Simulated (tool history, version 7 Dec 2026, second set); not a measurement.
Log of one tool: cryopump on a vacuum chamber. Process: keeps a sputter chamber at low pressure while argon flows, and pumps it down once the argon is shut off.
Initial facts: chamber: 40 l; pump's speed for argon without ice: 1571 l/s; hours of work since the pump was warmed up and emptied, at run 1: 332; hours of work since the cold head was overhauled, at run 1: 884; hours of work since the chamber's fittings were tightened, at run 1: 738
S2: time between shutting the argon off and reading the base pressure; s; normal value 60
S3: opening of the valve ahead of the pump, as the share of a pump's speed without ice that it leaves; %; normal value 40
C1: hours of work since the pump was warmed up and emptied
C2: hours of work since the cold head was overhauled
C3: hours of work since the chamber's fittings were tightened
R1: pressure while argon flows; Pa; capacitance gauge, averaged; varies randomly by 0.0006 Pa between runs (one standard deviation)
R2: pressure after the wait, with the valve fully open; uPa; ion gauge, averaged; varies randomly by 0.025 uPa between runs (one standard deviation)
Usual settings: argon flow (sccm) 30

run 1 hour=0 | argon_flow_(sccm)=30 S2=60 S3=40 | C1=332 C2=884 C3=738 | R1=0.0884 R2=2.39
run 2 hour=28.2 | argon_flow_(sccm)=30 S2=60 S3=40 | C1=344 C2=896 C3=750 | R1=0.0888 R2=2.38
run 3 hour=85.1 | argon_flow_(sccm)=30 S2=246 S3=40 | C1=367 C2=919 C3=773 | R1=0.0908 R2=1.82
run 4 hour=141.6 | argon_flow_(sccm)=30 S2=246 S3=40 | C1=391 C2=943 C3=797 | R1=0.0912 R2=1.85
run 5 hour=195.8 | argon_flow_(sccm)=30 S2=246 S3=40 | C1=413 C2=965 C3=820 | R1=0.0913 R2=1.94
run 6 hour=229.5 | argon_flow_(sccm)=30 S2=31 S3=40 | C1=428 C2=979 C3=834 | R1=0.0909 R2=3.25
run 7 hour=280.6 | argon_flow_(sccm)=30 S2=60 S3=40 | C1=449 C2=1001 C3=855 | R1=0.0931 R2=2.68
run 8 hour=333.4 | argon_flow_(sccm)=21 S2=60 S3=40 | C1=471 C2=1023 C3=877 | R1=0.0652 R2=2.69
run 9 hour=365.4 | argon_flow_(sccm)=30 S2=70 S3=40 | C1=484 C2=1036 C3=890 | R1=0.0924 R2=2.65
run 10 hour=412.6 | argon_flow_(sccm)=30 S2=60 S3=40 | C1=504 C2=1056 C3=910 | R1=0.0936 R2=2.85
run 11 hour=445.4 | argon_flow_(sccm)=30 S2=60 S3=40 | C1=518 C2=1069 C3=924 | R1=0.0948 R2=2.86
-- hour=489.2 pump warmed up, emptied and cooled again
run 12 hour=504.8 | argon_flow_(sccm)=30 S2=60 S3=40 | C1=7 C2=1092 C3=946 | R1=0.0814 R2=2.34
run 13 hour=550 | argon_flow_(sccm)=25 S2=45 S3=21 | C1=25 C2=1111 C3=965 | R1=0.1289 R2=2.61
run 14 hour=585.2 | argon_flow_(sccm)=25 S2=45 S3=21 | C1=40 C2=1126 C3=980 | R1=0.1299 R2=2.72
run 15 hour=639.7 | argon_flow_(sccm)=15 S2=20 S3=40 | C1=63 C2=1148 C3=1003 | R1=0.0409 R2=4.18
run 16 hour=693.3 | argon_flow_(sccm)=15 S2=20 S3=40 | C1=85 C2=1171 C3=1025 | R1=0.0414 R2=4.18
-- hour=713.4 leaking fittings of the chamber tightened, without venting
run 17 hour=755.2 | argon_flow_(sccm)=15 S2=20 S3=40 | C1=110 C2=1196 C3=17 | R1=0.0409 R2=2.78
run 18 hour=817.6 | argon_flow_(sccm)=20 S2=60 S3=37 | C1=136 C2=1222 C3=43 | R1=0.0611 R2=1.2
run 19 hour=850 | argon_flow_(sccm)=20 S2=60 S3=37 | C1=150 C2=1235 C3=57 | R1=0.0599 R2=1.21

Run 20, settings as shown, results not yet in. Your forecast:
run 20 hour=910.7 | argon_flow_(sccm)=39 S2=148 S3=30 | C1=175 C2=1260 C3=82 | R1=? R2=?

{"run 20": {"R1": 0.1458, "R2": 0.74}}
Without the tool's hidden state the same run would have given R1 0.141 Pa, R2 0.53 uPa.
